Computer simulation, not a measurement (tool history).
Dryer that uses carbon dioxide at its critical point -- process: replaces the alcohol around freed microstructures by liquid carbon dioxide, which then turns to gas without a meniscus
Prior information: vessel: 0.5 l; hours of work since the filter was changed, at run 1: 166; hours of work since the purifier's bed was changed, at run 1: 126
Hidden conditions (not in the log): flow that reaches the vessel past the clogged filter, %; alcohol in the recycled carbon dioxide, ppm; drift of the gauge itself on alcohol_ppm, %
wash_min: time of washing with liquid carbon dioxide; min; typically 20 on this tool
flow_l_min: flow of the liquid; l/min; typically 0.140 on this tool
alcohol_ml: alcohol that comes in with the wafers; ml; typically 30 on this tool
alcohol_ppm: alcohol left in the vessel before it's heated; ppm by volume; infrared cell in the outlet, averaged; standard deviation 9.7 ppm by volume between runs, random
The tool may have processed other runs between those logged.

| run | hour | wash_min | flow_l_min | alcohol_ml | hours of work since the filter was changed | hours of work since the purifier's bed was changed | alcohol_ppm |
|---|---|---|---|---|---|---|---|
| 1 | 0.0 | 20 | 0.140 | 30 | 166 | 126 | 696 |
| 2 | 26.8 | 20 | 0.098 | 30 | 174 | 134 | 2857 |
| 3 | 59.6 | 20 | 0.098 | 30 | 184 | 144 | 2847 |
| 4 | 96.8 | 12 | 0.098 | 30 | 195 | 156 | 9628 |
| 5 | 127.2 | 12 | 0.098 | 30 | 204 | 165 | 9799 |
| 6 | 149.9 | 21 | 0.140 | 30 | 211 | 172 | 587 |
| 7 | 169.9 | 21 | 0.140 | 30 | 217 | 178 | 597 |
| 8 | 201.4 | 20 | 0.140 | 30 | 227 | 187 | 728 |
| 9 | 230.0 | 20 | 0.140 | 30 | 236 | 196 | 742 |
| 10 | 267.2 | 19 | 0.140 | 30 | 247 | 208 | 949 |
| 11 | 301.5 | 20 | 0.140 | 30 | 258 | 218 | 772 |
| 12 | 342.0 | 20 | 0.140 | 30 | 270 | 230 | 787 |
| 13 | 375.2 | 20 | 0.140 | 30 | 280 | 241 | 796 |
| 14 | 403.6 | 20 | 0.140 | 30 | 289 | 249 | 790 |
| 15 | 444.5 | 20 | 0.088 | 30 | 301 | 262 | 4450 |
| 16 | 479.6 | 20 | 0.088 | 30 | 312 | 272 | 4320 |
| 17 | 518.8 | 20 | 0.140 | 64 | 324 | 284 | 1750 |
| 18 | 546.6 | 20 | 0.140 | 64 | 332 | 293 | 1751 |
| 19 | 594.6 | 20 | 0.140 | 64 | 347 | 308 | 1786 |
| 20 | 635.4 | 20 | 0.140 | 64 | 359 | 320 | 1785 |
| 21 | 677.5 | 22 | 0.167 | 62 | 372 | 333 | 473 |
| 22 | 711.9 | 20 | 0.128 | 26 | 383 | 343 | 1131 |
| 23 | 732.0 | 20 | 0.140 | 45 | 389 | 349 | 1316 |
| 24 | 754.6 | 20 | 0.140 | 45 | 396 | 356 | 1362 |
| 25 | 795.7 | 20 | 0.085 | 62 | 408 | 369 | 10497 |
| 26 | 819.7 | 30 | 0.156 | 116 | 416 | 376 | 243 |
| 27 | 855.5 | 21 | 0.206 | 30 | 427 | 387 | 123 |
| 28 | 876.2 | 13 | 0.201 | 30 | 433 | 393 | 1102 |
| 29 | 906.3 | 13 | 0.201 | 30 | 442 | 403 | 1109 |
| 30 | 930.6 | 13 | 0.201 | 30 | 449 | 410 | 1156 |
| 31 | 976.2 | 13 | 0.201 | 30 | 463 | 424 | 1129 |
| 32 | 1004.7 | 18 | 0.087 | 48 | 472 | 433 | 10042 |
| 33 | 1025.0 | 31 | 0.101 | 49 | 478 | 439 | 1109 |
| 34 | 1061.4 | 31 | 0.101 | 49 | 489 | 450 | 1102 |
| 35 | 1090.0 | 31 | 0.101 | 49 | 498 | 459 | 1137 |
| 36 | 1137.6 | 31 | 0.101 | 49 | 513 | 473 | 1121 |
| 37 | 1158.0 | 15 | 0.134 | 58 | 519 | 479 | 6154 |

What if the next run were any one of these 5? Each begins from the tool's condition after run 37:
| A | 1181.5 | 17 | 0.134 | 58 | 526 | 487 | ? |
| B | 1181.5 | 23 | 0.183 | 33 | 526 | 487 | ? |
| C | 1181.5 | 20 | 0.190 | 30 | 526 | 487 | ? |
| D | 1181.5 | 20 | 0.097 | 30 | 526 | 487 | ? |
| E | 1181.5 | 20 | 0.211 | 25 | 526 | 487 | ? |

| run | alcohol_ppm |
|---|---|
| A | 4274 |
| B | 187 |
| C | 264 |
| D | 3775 |
| E | 143 |
The same runs, with their run-to-run variation unchanged, on a tool lacking any hidden condition would have given:
| run | alcohol_ppm |
|---|---|
| A | 2631 |
| B | 56 |
| C | 93 |
| D | 2514 |
| E | 36 |
